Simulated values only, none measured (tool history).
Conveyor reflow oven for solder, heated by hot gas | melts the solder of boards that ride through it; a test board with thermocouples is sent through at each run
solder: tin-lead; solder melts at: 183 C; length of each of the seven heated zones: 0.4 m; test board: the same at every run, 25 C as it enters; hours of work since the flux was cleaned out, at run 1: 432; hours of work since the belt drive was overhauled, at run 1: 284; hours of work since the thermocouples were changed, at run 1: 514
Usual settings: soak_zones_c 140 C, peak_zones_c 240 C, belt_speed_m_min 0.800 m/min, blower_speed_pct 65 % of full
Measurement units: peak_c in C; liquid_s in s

run	hour	soak_zones_c	peak_zones_c	belt_speed_m_min	blower_speed_pct	hours of work since the flux was cleaned out	hours of work since the belt drive was overhauled	hours of work since the thermocouples were changed	peak_c	liquid_s
1	0.0	140	240	0.800	65	432	284	514	216.8	44.6
2	15.9	140	240	0.800	65	443	296	525	216.8	44.6
3	29.6	140	240	0.800	65	453	305	535	217.1	44.4
4	42.7	140	240	0.800	65	462	315	544	216.6	44.6
5	59.4	140	240	0.800	65	474	326	556	216.6	44.4
# hour 70.8: flux residue cleaned out of gas plates and filters
6	75.1	140	240	0.800	65	3	334	563	219.8	47.0
7	84.6	140	240	0.800	65	10	341	570	219.9	46.8
8	100.9	140	240	0.800	65	21	352	582	219.9	46.9
9	107.9	140	240	0.800	65	26	357	587	219.9	46.9
10	122.5	140	252	0.800	65	37	368	597	229.8	52.0
11	138.8	140	252	0.800	65	48	379	608	229.9	52.1
12	151.9	140	252	0.800	65	57	388	618	229.7	52.2
13	164.4	147	247	0.932	76	66	397	627	223.7	43.7
14	179.5	140	240	0.731	63	77	408	637	222.7	53.2
15	189.2	138	247	0.731	71	84	415	644	229.8	56.6
# hour 194.0: belt drive overhauled, speed set with a stopwatch
16	202.2	138	247	0.731	71	90	6	651	229.8	56.4
17	211.2	140	242	0.853	64	97	12	657	218.8	42.9
18	224.2	136	255	0.800	65	106	21	666	231.5	52.1
19	233.9	136	238	0.800	57	113	28	673	215.5	42.5
20	245.6	135	233	0.800	65	121	37	681	212.5	40.8
21	253.2	135	233	0.800	65	126	42	687	212.8	40.8

Entry by entry between the runs, the difference in hidden state between the last listed run before and the first listed run after:
In the gap between runs 5 and 6: flux residue cleaned out of gas plates and filters (hour 70.8)
  heat that the gas passes to the board, % of a clean oven's: 88.8 -> 99.9; belt's true speed, % of the reading: 99.31 -> 99.29; true gas temperature in zones 6 and 7 over the reading, C: 1.25 -> 1.26
  measured value less the no-hidden-state value, peak_c: -2.2 -> +1.3 C; liquid_s: -1.4 -> +1.1 s
In the gap between runs 15 and 16: belt drive overhauled, speed set with a stopwatch (hour 194.0)
  heat that the gas passes to the board, % of a clean oven's: 97.9 -> 97.8; belt's true speed, % of the reading: 99.13 -> 98.94; true gas temperature in zones 6 and 7 over the reading, C: 1.41 -> 1.42
  measured value less the no-hidden-state value, peak_c: +0.9 -> +1.0 C; liquid_s: +1.0 -> +1.0 s

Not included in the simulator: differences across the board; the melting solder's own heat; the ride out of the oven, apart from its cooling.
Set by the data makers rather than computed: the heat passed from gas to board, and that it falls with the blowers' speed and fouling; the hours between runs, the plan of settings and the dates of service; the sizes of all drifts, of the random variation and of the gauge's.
